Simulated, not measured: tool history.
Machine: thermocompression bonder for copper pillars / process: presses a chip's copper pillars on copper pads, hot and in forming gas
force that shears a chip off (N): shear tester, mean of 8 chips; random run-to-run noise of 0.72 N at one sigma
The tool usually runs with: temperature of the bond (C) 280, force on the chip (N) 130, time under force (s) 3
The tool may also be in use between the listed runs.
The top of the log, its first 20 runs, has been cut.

run	day	temperature of the bond (C)	force on the chip (N)	time under force (s)	force that shears a chip off (N)
21	50.817	251	130	2	28.0
22	53.754	251	130	2	27.8
23	56.921	278	130	3	50.1
24	59.604	278	130	3	49.0
25	62.512	289	130	3	57.1
# day 64.396: forming gas filter changed
26	66.092	280	130	2	45.0
27	68.429	280	130	7	66.3
# day 71.042: heater calibrated with a thermocouple chip
28	71.442	291	183	4	76.8
29	74.421	291	183	4	79.7
30	77.771	291	106	5	61.0
31	79.804	251	160	5	49.2
32	82.242	255	128	3	35.1
# day 82.442: forming gas filter changed
33	84.250	255	128	3	34.9

Run 34 comes next. What will it give?
34	86.467	255	128	3	?

{"run 34": {"force that shears a chip off (N)": 34.3}}
If the tool had no hidden condition, the same run with the same run-to-run variation would have returned force that shears a chip off (N) 34.4.
